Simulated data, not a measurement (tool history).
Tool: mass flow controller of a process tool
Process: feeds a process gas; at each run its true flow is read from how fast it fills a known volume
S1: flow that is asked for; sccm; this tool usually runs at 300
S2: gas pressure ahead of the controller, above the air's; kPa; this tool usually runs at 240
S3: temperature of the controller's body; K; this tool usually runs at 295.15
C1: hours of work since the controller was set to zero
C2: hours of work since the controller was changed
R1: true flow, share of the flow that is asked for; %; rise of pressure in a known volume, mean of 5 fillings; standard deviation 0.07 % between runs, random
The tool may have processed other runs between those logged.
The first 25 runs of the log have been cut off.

run    hour   S1   S2      S3   C1    C2      R1
 26  2679.4  300  196  295.15  312  3541   99.84
 27  2745.9  187  261  310.15  350  3579   99.14
 28  2825.7  187  261  310.15  394  3624   99.04
 29  2887.5  272  214  310.15  429  3658   99.04
 30  2959.8  200  229  303.15  470  3699   99.19
 31  3093.1  363  151  299.15  545  3774   99.33
 32  3230.3  292  240  302.15  622  3851   99.60
 33  3338.3  292  240  302.15  683  3912   99.66
 34  3404.9  165  158  295.15  720  3949   98.71
 35  3478.7  237  158  301.15  762  3991   98.83
 36  3622.3  310  177  302.15  842  4071   99.23
 37  3748.4  577  183  295.15  913  4142  100.26
 38  3867.8  300  172  295.15  980  4210   99.37

What if the next run were any one of these 3? Each begins from the tool's condition after run 38:
  A  3968.6  300  206  310.15  1037  4266   ?
  B  3968.6  300  240  300.15  1037  4266   ?
  C  3968.6  105  240  300.15  1037  4266   ?

run     R1
  A  98.93
  B  99.62
  C  98.21
The same runs, with their run-to-run variation unchanged, on a tool lacking any hidden condition would have given:
run     R1
  A  98.10
  B  98.78
  C  98.46
